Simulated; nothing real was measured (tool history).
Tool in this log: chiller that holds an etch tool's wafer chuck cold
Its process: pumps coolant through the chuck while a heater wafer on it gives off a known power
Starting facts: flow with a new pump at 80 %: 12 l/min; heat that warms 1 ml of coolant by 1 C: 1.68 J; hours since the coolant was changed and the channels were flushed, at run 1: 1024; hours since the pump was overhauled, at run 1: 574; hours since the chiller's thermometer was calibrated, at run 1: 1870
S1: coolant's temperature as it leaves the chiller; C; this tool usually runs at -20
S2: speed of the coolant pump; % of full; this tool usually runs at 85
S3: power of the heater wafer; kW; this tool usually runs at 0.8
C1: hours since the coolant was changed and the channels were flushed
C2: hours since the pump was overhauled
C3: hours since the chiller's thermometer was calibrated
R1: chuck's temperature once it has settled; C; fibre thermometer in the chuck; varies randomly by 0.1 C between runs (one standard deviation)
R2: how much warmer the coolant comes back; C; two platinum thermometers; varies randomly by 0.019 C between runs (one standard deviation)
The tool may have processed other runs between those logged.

run	hour	S1	S2	S3	C1	C2	C3	R1	R2
1	0	-20	85	0.8	1024	574	1870	-12.9	2.23
2	48.9	-20	85	0.8	1073	623	1919	-12.8	2.23
3	103.9	-20	85	0.8	1128	678	1974	-12.9	2.23
4	179.3	-20	85	0.8	1204	753	2049	-12.9	2.23
5	258.2	-20	85	0.8	1282	832	2128	-12.9	2.25
6	327.9	-20	85	0.8	1352	902	2198	-12.8	2.19
7	425.5	-20	63	0.8	1450	999	2295	-10.5	3.1
8	516.6	-11	64	0.8	1541	1090	2386	-1.7	3.02
9	606.7	-20	85	0.46	1631	1181	2477	-15.9	1.28
10	658.5	-20	85	0.8	1683	1232	2528	-12.8	2.23
11	704.4	-25	87	0.8	1729	1278	2574	-18	2.16
12	776	-23	85	0.528	1800	1350	2646	-18.3	1.46
13	847.2	-30	81	0.528	1871	1421	2717	-25.1	1.53
14	949.9	-30	81	0.528	1974	1524	2820	-25	1.53

Predict each of these 5 candidate next runs independently; none follows another, all start after run 14:
A	997.5	-20	64	0.8	2022	1571	2867	?	?
B	997.5	-20	69	0.741	2022	1571	2867	?	?
C	997.5	-13	62	0.8	2022	1571	2867	?	?
D	997.5	-11	81	0.528	2022	1571	2867	?	?
E	997.5	-30	86	0.443	2022	1571	2867	?	?

run	R1	R2
A	-10.5	3.06
B	-11.8	2.61
C	-3.2	3.2
D	-5.9	1.53
E	-26	1.21
With no hidden state in the tool, these same runs would have given:
run	R1	R2
A	-10.5	3.06
B	-11.9	2.61
C	-3.2	3.2
D	-5.9	1.53
E	-26	1.21
